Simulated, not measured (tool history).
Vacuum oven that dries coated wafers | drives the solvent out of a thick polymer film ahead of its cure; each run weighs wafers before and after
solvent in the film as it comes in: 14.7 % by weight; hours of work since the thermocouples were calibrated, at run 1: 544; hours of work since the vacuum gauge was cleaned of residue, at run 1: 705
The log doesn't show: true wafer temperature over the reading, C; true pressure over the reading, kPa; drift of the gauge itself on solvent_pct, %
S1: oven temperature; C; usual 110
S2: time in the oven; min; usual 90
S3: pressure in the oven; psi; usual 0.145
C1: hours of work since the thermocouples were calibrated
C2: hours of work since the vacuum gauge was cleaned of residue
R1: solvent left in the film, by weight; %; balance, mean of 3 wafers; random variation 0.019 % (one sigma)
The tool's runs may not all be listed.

Run 1, hour 0: usual settings; C1 544; C2 705. Result: R1 1.79 %.
Run 2, hour 55: usual settings; C1 568; C2 729. Result: R1 1.78 %.
Run 3, hour 128.3: usual settings; C1 600; C2 761. Result: R1 1.76 %.
Run 4, hour 195: usual settings but S3 0.151 psi; C1 629; C2 790. Result: R1 1.79 %.
Run 5, hour 239.1: usual settings but S2 112 min; C1 649; C2 809. Result: R1 1.2 %.
Run 6, hour 292.3: usual settings but S2 112 min; C1 672; C2 833. Result: R1 1.17 %.
Run 7, hour 370.1: usual settings but S2 112 min; C1 706; C2 867. Result: R1 1.21 %.
Run 8, hour 426: usual settings but S2 112 min; C1 731; C2 891. Result: R1 1.2 %.
Run 9, hour 481.2: usual settings but S2 112 min; C1 755; C2 915. Result: R1 1.19 %.
Run 10, hour 551.8: usual settings but S2 64 min; C1 786; C2 946. Result: R1 3.01 %.
Run 11, hour 601.7: usual settings but S3 0.289 psi; C1 808; C2 968. Result: R1 2.03 %.
Run 12, hour 657.8: usual settings but S3 0.508 psi; C1 832; C2 993. Result: R1 2.43 %.
Run 13, hour 752.8: usual settings but S3 0.508 psi; C1 874; C2 1034. Result: R1 2.42 %.
Run 14, hour 794.5: usual settings but S2 65 min; C1 892; C2 1053. Result: R1 2.92 %.
Run 15, hour 887.7: usual settings but S2 65 min; C1 933; C2 1093. Result: R1 2.89 %.
Run 16, hour 968.9: usual settings but S1 101 C, S2 65 min; C1 968; C2 1129. Result: R1 5.26 %.
Run 17, hour 1015: usual settings but S1 101 C, S2 65 min; C1 988; C2 1149. Result: R1 5.22 %.
Run 18, hour 1079.8: usual settings but S1 101 C, S2 65 min; C1 1017; C2 1177. Result: R1 5.17 %.
At hour 1121.1: oven's thermocouples calibrated.
Run 19, hour 1147.8: usual settings but S3 0.075 psi; C1 12; C2 1206. Result: R1 1.63 %.
Run 20, hour 1238: usual settings but S2 97 min, S3 0.075 psi; C1 51; C2 1246. Result: R1 1.44 %.
Run 21, hour 1316: usual settings but S2 97 min, S3 0.075 psi; C1 85; C2 1280. Result: R1 1.44 %.
Run 22, hour 1397.8: usual settings but S2 97 min, S3 0.075 psi; C1 121; C2 1316. Result: R1 1.43 %.
Run 23, hour 1437.7: usual settings but S2 97 min, S3 0.075 psi; C1 139; C2 1333. Result: R1 1.44 %.
Run 24, hour 1479.8: usual settings but S1 114 C, S2 53 min, S3 0.524 psi; C1 157; C2 1352. Result: R1 3.34 %.
Run 25, hour 1549.1: usual settings but S1 121 C, S2 104 min, S3 0.187 psi; C1 187; C2 1382. Result: R1 0.4 %.
Run 26, hour 1629.8: usual settings but S1 116 C, S2 46 min, S3 0.117 psi; C1 223; C2 1417. Result: R1 2.84 %.
Run 27, hour 1701.8: usual settings but S1 122 C, S3 0.128 psi; C1 254; C2 1449. Result: R1 0.41 %.
Run 28, hour 1742.5: usual settings but S1 119 C, S2 118 min; C1 272; C2 1467. Result: R1 0.33 %.
Run 29, hour 1835: usual settings but S1 119 C, S2 118 min; C1 313; C2 1507. Result: R1 0.31 %.
Run 30, hour 1912.6: usual settings but S1 95 C, S2 146 min, S3 0.508 psi; C1 347; C2 1541. Result: R1 4.44 %.
Run 31, hour 1970.7: usual settings but S1 95 C, S2 146 min, S3 0.508 psi; C1 372; C2 1567. Result: R1 4.41 %.
Run 32, hour 2033.5: usual settings but S1 103 C, S2 73 min; C1 400; C2 1594. Result: R1 4.2 %.
Run 33, hour 2085.6: usual settings but S1 100 C, S3 0.553 psi; C1 422; C2 1617. Result: R1 4.99 %.
Run 34, hour 2162: usual settings but S1 117 C, S2 87 min; C1 456; C2 1650. Result: R1 0.82 %.
Run 35, hour 2216.8: usual settings but S1 123 C, S2 112 min; C1 480; C2 1674. Result: R1 0.25 %.
Run 36, hour 2259.2: usual settings but S1 125 C, S2 109 min, S3 0.131 psi; C1 498; C2 1693. Result: R1 0.24 %.
Run 37, hour 2313.6: usual settings but S2 137 min; C1 522; C2 1717. Result: R1 0.81 %.
Run 38, hour 2396.4: usual settings but S1 109 C, S2 88 min; C1 558; C2 1753. Result: R1 2.03 %.
Run 39, hour 2472.1: usual settings but S1 115 C, S2 69 min, S3 0.146 psi; C1 592; C2 1786. Result: R1 1.67 %.
Run 40, hour 2513: usual settings but S1 115 C, S2 69 min, S3 0.146 psi; C1 609; C2 1804. Result: R1 1.65 %.
Run 41, hour 2556.9: usual settings but S1 115 C, S2 69 min, S3 0.146 psi; C1 629; C2 1823. Result: R1 1.7 %.
Run 42, hour 2595.2: usual settings but S1 122 C, S3 0.174 psi; C1 645; C2 1840. Result: R1 0.44 %.
Run 43, hour 2678.9: usual settings but S1 122 C, S3 0.174 psi; C1 682; C2 1877. Result: R1 0.4 %.
Run 44, hour 2726.1: usual settings but S2 114 min, S3 0.106 psi; C1 703; C2 1898. Result: R1 1.1 %.
Run 45, hour 2781.7: usual settings but S1 114 C, S2 60 min, S3 0.28 psi; C1 727; C2 1922. Result: R1 2.53 %.

How the hidden state differs across the entries between the runs, from the last listed run before each to the first after it:
Between runs 18 and 19: oven's thermocouples calibrated (hour 1121.1)
  true wafer temperature over the reading, C: 0.07 -> 0.01
